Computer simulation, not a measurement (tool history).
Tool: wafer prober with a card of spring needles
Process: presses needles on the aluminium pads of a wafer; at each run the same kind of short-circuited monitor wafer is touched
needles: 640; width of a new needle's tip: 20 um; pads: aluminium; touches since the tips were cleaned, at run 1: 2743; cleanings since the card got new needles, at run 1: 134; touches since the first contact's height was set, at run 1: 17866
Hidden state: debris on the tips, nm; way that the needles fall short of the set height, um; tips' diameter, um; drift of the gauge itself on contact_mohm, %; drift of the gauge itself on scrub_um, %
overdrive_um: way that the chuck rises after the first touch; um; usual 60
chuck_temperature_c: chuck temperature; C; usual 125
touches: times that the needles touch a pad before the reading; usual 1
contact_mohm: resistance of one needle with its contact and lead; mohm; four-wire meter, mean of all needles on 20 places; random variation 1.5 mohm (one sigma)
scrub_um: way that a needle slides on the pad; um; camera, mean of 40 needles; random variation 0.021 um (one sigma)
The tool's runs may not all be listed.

run     day  overdrive_um  chuck_temperature_c  touches  touches since the tips were cleaned  cleanings since the card got new needles  touches since the first contact's height was set  contact_mohm  scrub_um
  1       0            60                  125        1                                 2743                                       134                                             17866           148      9.61
      0.125  -- tips cleaned on abrasive film
      0.433  -- tips cleaned on abrasive film
      0.679  -- tips cleaned on abrasive film
      0.983  -- tips cleaned on abrasive film
  2   1.117            60                  125        1                                 2223                                       138                                             36220           145      9.61
      1.242  -- tips cleaned on abrasive film
      1.488  -- tips cleaned on abrasive film
      1.796  -- tips cleaned on abrasive film
  3   1.896            60                  125        1                                 1691                                       141                                             49000           150      9.61
      2.083  -- tips cleaned on abrasive film
      2.388  -- tips cleaned on abrasive film
      2.633  -- tips cleaned on abrasive film
      2.942  -- tips cleaned on abrasive film
  4    3.15            60                  125        1                                 3510                                       145                                             69649           145      9.58
      3.217  -- tips cleaned on abrasive film
      3.521  -- tips cleaned on abrasive film
      3.767  -- tips cleaned on abrasive film
  5   3.921            60                  125        1                                 2543                                       148                                             82275           147      9.66
      4.046  -- tips cleaned on abrasive film
      4.354  -- tips cleaned on abrasive film
        4.6  -- tips cleaned on abrasive film
      4.846  -- tips cleaned on abrasive film
       5.15  -- tips cleaned on abrasive film
  6   5.362            60                  125        1                                 3560                                       153                                            105997           143      9.58
      5.429  -- tips cleaned on abrasive film
      5.675  -- tips cleaned on abrasive film
      5.921  -- tips cleaned on abrasive film
      6.204  -- tips cleaned on abrasive film
  7   6.204            60                   72        1                                    0                                       157                                            119746           136      9.58
       6.45  -- tips cleaned on abrasive film
      6.696  -- tips cleaned on abrasive film
      6.942  -- tips cleaned on abrasive film
      7.188  -- tips cleaned on abrasive film
      7.496  -- tips cleaned on abrasive film
      7.742  -- tips cleaned on abrasive film
  8     7.8            60                   72        1                                  965                                       163                                            145916           139      9.56
      8.046  -- tips cleaned on abrasive film
      8.292  -- tips cleaned on abrasive film
      8.538  -- tips cleaned on abrasive film
      8.783  -- tips cleaned on abrasive film
      9.092  -- tips cleaned on abrasive film
  9   9.308            60                   72        1                                 3621                                       168                                            170709           137      9.55
      9.371  -- tips cleaned on abrasive film
      9.617  -- tips cleaned on abrasive film
      9.925  -- tips cleaned on abrasive film
     10.229  -- tips cleaned on abrasive film
     10.479  -- tips cleaned on abrasive film
     10.725  -- tips cleaned on abrasive film
 10  10.875            60                  114        1                                 2534                                       174                                            196432           146      9.54
         11  -- tips cleaned on abrasive film
     11.075  -- height of the first contact set anew
     11.258  -- tips cleaned on abrasive film
     11.504  -- tips cleaned on abrasive film
     11.812  -- tips cleaned on abrasive film
     12.117  -- tips cleaned on abrasive film
     12.362  -- tips cleaned on abrasive film
 11   12.45            55                  125        1                                 1465                                       180                                             22636           148      8.73
     12.638  -- tips cleaned on abrasive film
     12.883  -- tips cleaned on abrasive film
     13.129  -- tips cleaned on abrasive film
 12  13.229            55                  125        1                                 1684                                       183                                             35410           149      8.71
     13.417  -- tips cleaned on abrasive film
     13.662  -- tips cleaned on abrasive film
     13.967  -- tips cleaned on abrasive film
     14.212  -- tips cleaned on abrasive film
     14.521  -- tips cleaned on abrasive film
     14.767  -- tips cleaned on abrasive film
 13  14.988            55                  125        1                                 3693                                       189                                             64309           149      8.74
     15.054  -- tips cleaned on abrasive film
       15.3  -- tips cleaned on abrasive film
     15.546  -- tips cleaned on abrasive film
     15.792  -- tips cleaned on abrasive film
     16.096  -- tips cleaned on abrasive film
 14  16.112            62                   34        2                                  244                                       194                                             82700           130      9.84
     16.358  -- tips cleaned on abrasive film
     16.662  -- tips cleaned on abrasive film
     16.971  -- tips cleaned on abrasive film
     17.275  -- tips cleaned on abrasive film
     17.583  -- tips cleaned on abrasive film
 15  17.625            51                   32        2                                  684                                       199                                            107579           132      8.12
     17.871  -- tips cleaned on abrasive film
     18.117  -- tips cleaned on abrasive film
     18.362  -- tips cleaned on abrasive film
     18.671  -- tips cleaned on abrasive film
     18.917  -- tips cleaned on abrasive film
     19.162  -- tips cleaned on abrasive film
 16  19.354            65                  125        1                                 3218                                       205                                            136001           145      10.3
     19.417  -- tips cleaned on abrasive film
     19.667  -- tips cleaned on abrasive film
     19.971  -- tips cleaned on abrasive film
     20.217  -- tips cleaned on abrasive film
     20.462  -- tips cleaned on abrasive film
     20.771  -- tips cleaned on abrasive film
 17  20.779            67                   46        3                                  150                                       211                                            159338           128     10.56
     21.025  -- tips cleaned on abrasive film
     21.267  -- gauge calibrated
     21.271  -- tips cleaned on abrasive film
     21.517  -- tips cleaned on abrasive film
     22.017  -- card fitted with new needles
 18  22.204            67                   46        3                                 3161                                         0                                              3161           130     10.76
     22.271  -- tips cleaned on abrasive film
     22.517  -- tips cleaned on abrasive film
     22.762  -- tips cleaned on abrasive film
     23.008  -- tips cleaned on abrasive film
     23.317  -- tips cleaned on abrasive film
     23.562  -- tips cleaned on abrasive film
     23.808  -- tips cleaned on abrasive film
 19  23.933            67                  102        2                                 2100                                         7                                             31473           140     10.77
     24.058  -- tips cleaned on abrasive film
     24.304  -- tips cleaned on abrasive film
     24.612  -- tips cleaned on abrasive film
     24.858  -- tips cleaned on abrasive film
     25.104  -- tips cleaned on abrasive film
 20  25.262            60                   94        2                                 2682                                        12                                             53321           141      9.61
     25.388  -- tips cleaned on abrasive film
     25.696  -- tips cleaned on abrasive film
         26  -- tips cleaned on abrasive film
      26.25  -- tips cleaned on abrasive film
 21  26.417            52                   69        2                                 2798                                        16                                             72250           137      8.31
     26.542  -- tips cleaned on abrasive film
     26.846  -- tips cleaned on abrasive film
     27.092  -- tips cleaned on abrasive film
     27.338  -- tips cleaned on abrasive film
     27.583  -- tips cleaned on abrasive film
 22  27.629            60                  123        2                                  717                                        21                                             92122           143      9.58
     27.875  -- tips cleaned on abrasive film
     28.179  -- tips cleaned on abrasive film
     28.488  -- tips cleaned on abrasive film
     28.733  -- tips cleaned on abrasive film
     29.042  -- tips cleaned on abrasive film
 23  29.142            60                  123        2                                 1700                                        26                                            117010           145      9.58
     29.329  -- tips cleaned on abrasive film
     29.575  -- tips cleaned on abrasive film
     29.879  -- tips cleaned on abrasive film
     30.158  -- tips cleaned on abrasive film
 24  30.158            60                   61        1                                    0                                        30                                            133710           134      9.56
     30.467  -- tips cleaned on abrasive film
     30.771  -- tips cleaned on abrasive film
     31.079  -- tips cleaned on abrasive film
     31.388  -- tips cleaned on abrasive film
 25  31.408            60                   61        1                                  384                                        34                                            154257           136      9.58
     31.654  -- tips cleaned on abrasive film
       31.9  -- tips cleaned on abrasive film
     32.208  -- tips cleaned on abrasive film
     32.454  -- tips cleaned on abrasive film
       32.7  -- tips cleaned on abrasive film
     33.004  -- tips cleaned on abrasive film
 26  33.021            45                   35        1                                  273                                        40                                            180742           137      7.12

Forecast each of these 3 alternatives for the next run:
     33.267  -- tips cleaned on abrasive film
     33.512  -- tips cleaned on abrasive film
     33.758  -- tips cleaned on abrasive film
  A  33.95            50                   35        1                                 3198                                        43                                            196037             ?         ?
     33.267  -- tips cleaned on abrasive film
     33.512  -- tips cleaned on abrasive film
     33.758  -- tips cleaned on abrasive film
  B  33.95            45                   35        2                                 3198                                        43                                            196037             ?         ?
     33.267  -- tips cleaned on abrasive film
     33.512  -- tips cleaned on abrasive film
     33.758  -- tips cleaned on abrasive film
  C  33.95            70                   34        2                                 3198                                        43                                            196037             ?         ?

run  contact_mohm  scrub_um
  A           135      7.99
  B           136      7.13
  C           127     11.14
Without the tool's hidden state the same runs would have given:
run  contact_mohm  scrub_um
  A           134      8.07
  B           136       7.2
  C           127     11.25
